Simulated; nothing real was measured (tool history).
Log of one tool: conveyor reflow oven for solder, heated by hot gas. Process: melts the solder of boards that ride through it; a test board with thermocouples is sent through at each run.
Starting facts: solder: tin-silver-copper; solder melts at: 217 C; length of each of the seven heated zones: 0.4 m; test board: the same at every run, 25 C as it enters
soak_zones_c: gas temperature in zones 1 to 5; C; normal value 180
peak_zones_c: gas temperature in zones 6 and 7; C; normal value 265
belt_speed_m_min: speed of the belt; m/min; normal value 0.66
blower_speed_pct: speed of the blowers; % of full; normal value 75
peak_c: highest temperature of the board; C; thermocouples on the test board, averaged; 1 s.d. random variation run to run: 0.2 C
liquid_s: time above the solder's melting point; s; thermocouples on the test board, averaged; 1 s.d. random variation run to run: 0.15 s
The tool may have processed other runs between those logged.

| run | hour | soak_zones_c | peak_zones_c | belt_speed_m_min | blower_speed_pct | peak_c | liquid_s |
|---|---|---|---|---|---|---|---|
| 1 | 0 | 180 | 265 | 0.66 | 75 | 247.8 | 52.7 |
| 2 | 15.3 | 180 | 265 | 0.66 | 75 | 247.4 | 52.7 |
| 3 | 23.5 | 180 | 265 | 0.66 | 51 | 240.5 | 43.7 |
| 4 | 38.9 | 180 | 265 | 0.66 | 51 | 240.1 | 43.7 |
| 5 | 50.4 | 180 | 265 | 0.66 | 75 | 247.7 | 52.9 |
| 6 | 62.1 | 180 | 265 | 0.66 | 75 | 247.6 | 52.9 |
| 7 | 76.2 | 180 | 265 | 0.66 | 75 | 247.3 | 52.3 |
| 8 | 86.6 | 180 | 265 | 0.66 | 75 | 247.3 | 52.5 |
| 9 | 96 | 180 | 265 | 0.66 | 75 | 247.3 | 52.4 |
| 10 | 109.6 | 180 | 265 | 0.66 | 75 | 247 | 52.7 |
| 11 | 125.4 | 180 | 265 | 0.761 | 75 | 242.5 | 40.7 |
| 12 | 135.3 | 180 | 265 | 0.761 | 75 | 242.4 | 40.4 |
| 13 | 151.7 | 180 | 265 | 0.761 | 75 | 242.1 | 40.4 |
| 14 | 167.5 | 180 | 265 | 0.761 | 75 | 242.3 | 40.2 |
| 15 | 178.5 | 180 | 265 | 0.585 | 75 | 250.6 | 63.3 |
| 16 | 188 | 180 | 265 | 0.585 | 75 | 250.7 | 63.2 |
| 17 | 197.7 | 180 | 265 | 0.585 | 75 | 250.7 | 63 |
| 18 | 208.4 | 180 | 265 | 0.585 | 75 | 250.8 | 63.2 |
|  | 214.4 | flux residue cleaned out of gas plates and filters |
| 19 | 224.3 | 169 | 265 | 0.625 | 75 | 247.8 | 52.3 |
| 20 | 238.8 | 175 | 274 | 0.533 | 71 | 259.8 | 74.9 |
| 21 | 250.8 | 180 | 265 | 0.599 | 75 | 250.8 | 62 |
| 22 | 259.6 | 180 | 265 | 0.66 | 52 | 241 | 44.8 |
| 23 | 267.9 | 168 | 265 | 0.66 | 62 | 241.5 | 42.5 |
| 24 | 276.3 | 168 | 265 | 0.66 | 62 | 242.1 | 42.7 |
| 25 | 292.1 | 168 | 265 | 0.66 | 62 | 241.8 | 42.4 |
| 26 | 300.8 | 181 | 265 | 0.627 | 75 | 249.4 | 58.4 |
| 27 | 314.8 | 181 | 265 | 0.627 | 75 | 249.7 | 58.2 |
| 28 | 328.2 | 181 | 265 | 0.627 | 75 | 249.4 | 58.2 |

Estimate the outcome of run 29 from the log above:
| 29 | 338.7 | 181 | 265 | 0.627 | 75 | ? | ? |

For run 29 the tool returned peak_c 249.6 C, liquid_s 58.1 s.
With no hidden state in the tool, this same run would have given peak_c 251 C, liquid_s 58.9 s.
